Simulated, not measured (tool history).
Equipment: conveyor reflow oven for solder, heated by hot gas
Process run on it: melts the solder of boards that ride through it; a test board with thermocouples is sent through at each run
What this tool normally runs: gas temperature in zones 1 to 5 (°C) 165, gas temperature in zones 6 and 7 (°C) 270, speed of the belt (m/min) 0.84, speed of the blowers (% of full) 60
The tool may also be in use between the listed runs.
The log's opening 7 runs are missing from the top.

run	hour	gas temperature in zones 1 to 5 (°C)	gas temperature in zones 6 and 7 (°C)	speed of the belt (m/min)	speed of the blowers (% of full)	hours of work since the flux was cleaned out	hours of work since the belt drive was overhauled	hours of work since the thermocouples were changed	highest temperature of the board (°C)	time above the solder's melting point (s)
8	179.8	165	270	0.683	60	223	686	383	256.8	53.9
9	198.8	165	270	0.84	60	236	699	397	250.1	38.9
10	219.3	165	270	0.84	60	251	714	412	250.2	38.8
11	240.4	165	270	0.84	60	266	729	427	250.4	38.7
12	255.1	165	270	0.84	60	277	740	437	250.5	38.7
13	285.2	154	270	0.84	60	298	761	459	248.2	35
14	305.6	165	270	0.84	60	313	776	473	250.6	38.8
15	334.5	165	270	0.84	52	334	797	494	247.7	36.6
16	363.3	179	270	0.84	60	354	817	515	253	43.8
17	390.1	179	270	0.84	60	373	836	534	252.9	44.4
18	417.9	179	270	0.84	60	393	856	554	252.8	43.9
19	445.3	153	283	0.708	82	413	876	573	271.1	55.5
# hour 474.5: flux residue cleaned out of gas plates and filters
20	476.2	166	266	0.84	60	1	894	592	247	37.4
21	507.5	166	265	0.723	55	24	917	614	249.8	46.5
22	534.7	165	268	0.84	50	43	936	634	245	34.8
23	549.7	165	283	0.84	83	54	947	645	267.3	47.3
# hour 568.8: thermocouples of zones 6 and 7 changed
24	575.7	165	283	0.84	83	71	964	5	267.1	47.1
25	593.6	165	283	0.84	83	84	977	18	267.3	47.5
26	614.6	165	270	0.832	60	99	992	33	250.4	39.5
27	644	165	270	0.832	60	120	1013	54	250.6	39.5
28	667.4	165	270	0.84	62	137	1030	71	250.5	39
29	687.1	165	270	0.84	73	151	1044	85	253.4	41.1
30	717.8	152	270	0.84	60	173	1066	107	247.3	34.6
31	733.4	169	270	0.84	63	184	1077	118	251.8	40.7
32	747.4	165	272	0.84	63	194	1087	128	252.7	40.4

3 ways to go on from here, each from the tool as it stands after run 32. What would each give?
A	767.8	165	272	0.724	63	209	1102	143	?	?
B	767.8	178	270	0.84	71	209	1102	143	?	?
C	767.8	156	270	0.84	60	209	1102	143	?	?

run	highest temperature of the board (°C)	time above the solder's melting point (s)
A	257.5	50.1
B	255.1	45.1
C	248.4	35.7
With no hidden state in the tool, these same runs would have given:
run	highest temperature of the board (°C)	time above the solder's melting point (s)
A	257.5	50.1
B	255.1	45
C	248.4	35.7
